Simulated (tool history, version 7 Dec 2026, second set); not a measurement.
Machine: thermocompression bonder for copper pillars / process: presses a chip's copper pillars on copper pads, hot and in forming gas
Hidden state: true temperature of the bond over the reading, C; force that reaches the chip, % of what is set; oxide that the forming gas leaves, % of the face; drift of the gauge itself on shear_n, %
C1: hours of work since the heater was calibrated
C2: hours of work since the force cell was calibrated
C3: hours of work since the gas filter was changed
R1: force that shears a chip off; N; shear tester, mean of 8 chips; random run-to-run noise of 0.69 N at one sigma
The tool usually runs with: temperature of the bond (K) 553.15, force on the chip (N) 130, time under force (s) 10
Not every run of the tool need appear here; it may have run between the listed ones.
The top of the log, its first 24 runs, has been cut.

{"run": 25, "hour": 777.1, "temperature of the bond (K)": 577.15, "force on the chip (N)": 102, "time under force (s)": 16, "C1": 1064, "C2": 317, "C3": 83, "R1": 56.5}
{"run": 26, "hour": 811.5, "temperature of the bond (K)": 577.15, "force on the chip (N)": 174, "time under force (s)": 5, "C1": 1088, "C2": 342, "C3": 107, "R1": 48.9}
{"run": 27, "hour": 846.2, "temperature of the bond (K)": 573.15, "force on the chip (N)": 95, "time under force (s)": 12, "C1": 1113, "C2": 367, "C3": 132, "R1": 46.8}
{"run": 28, "hour": 882.2, "temperature of the bond (K)": 555.15, "force on the chip (N)": 186, "time under force (s)": 10, "C1": 1139, "C2": 393, "C3": 158, "R1": 49.9}
{"run": 29, "hour": 901.9, "temperature of the bond (K)": 555.15, "force on the chip (N)": 117, "time under force (s)": 10, "C1": 1154, "C2": 407, "C3": 173, "R1": 38.0}
{"run": 30, "hour": 936.5, "temperature of the bond (K)": 553.15, "force on the chip (N)": 136, "time under force (s)": 10, "C1": 1179, "C2": 432, "C3": 198, "R1": 40.0}
{"run": 31, "hour": 964.0, "temperature of the bond (K)": 537.15, "force on the chip (N)": 130, "time under force (s)": 6, "C1": 1198, "C2": 452, "C3": 217, "R1": 24.5}
{"run": 32, "hour": 1004.3, "temperature of the bond (K)": 568.15, "force on the chip (N)": 182, "time under force (s)": 6, "C1": 1228, "C2": 481, "C3": 247, "R1": 46.2}
{"run": 33, "hour": 1037.2, "temperature of the bond (K)": 568.15, "force on the chip (N)": 182, "time under force (s)": 6, "C1": 1251, "C2": 505, "C3": 270, "R1": 46.7}
{"run": 34, "hour": 1071.5, "temperature of the bond (K)": 568.15, "force on the chip (N)": 182, "time under force (s)": 6, "C1": 1276, "C2": 530, "C3": 295, "R1": 46.6}
{"run": 35, "hour": 1094.3, "temperature of the bond (K)": 579.15, "force on the chip (N)": 130, "time under force (s)": 9, "C1": 1293, "C2": 546, "C3": 312, "R1": 50.3}
{"run": 36, "hour": 1123.3, "temperature of the bond (K)": 535.15, "force on the chip (N)": 190, "time under force (s)": 15, "C1": 1313, "C2": 567, "C3": 332, "R1": 41.3}
{"run": 37, "hour": 1162.6, "temperature of the bond (K)": 535.15, "force on the chip (N)": 190, "time under force (s)": 15, "C1": 1342, "C2": 595, "C3": 361, "R1": 41.1}
{"run": 38, "hour": 1196.6, "temperature of the bond (K)": 535.15, "force on the chip (N)": 190, "time under force (s)": 15, "C1": 1366, "C2": 620, "C3": 385, "R1": 40.3}
{"run": 39, "hour": 1228.0, "temperature of the bond (K)": 564.15, "force on the chip (N)": 163, "time under force (s)": 17, "C1": 1389, "C2": 643, "C3": 408, "R1": 54.2}

Consider 3 possible next runs. They are alternatives, not a sequence: every one starts from the tool as it was left by run 39. What does each give?
{"run": "A", "hour": 1249.8, "temperature of the bond (K)": 558.15, "force on the chip (N)": 183, "time under force (s)": 8, "C1": 1405, "C2": 658, "C3": 424, "R1": "?"}
{"run": "B", "hour": 1249.8, "temperature of the bond (K)": 525.15, "force on the chip (N)": 163, "time under force (s)": 11, "C1": 1405, "C2": 658, "C3": 424, "R1": "?"}
{"run": "C", "hour": 1249.8, "temperature of the bond (K)": 523.15, "force on the chip (N)": 130, "time under force (s)": 10, "C1": 1405, "C2": 658, "C3": 424, "R1": "?"}

run=A R1=41.7
run=B R1=28.4
run=C R1=21.3
Without the tool's hidden state the same runs would have given:
run=A R1=55.1
run=B R1=39.4
run=C R1=30.3
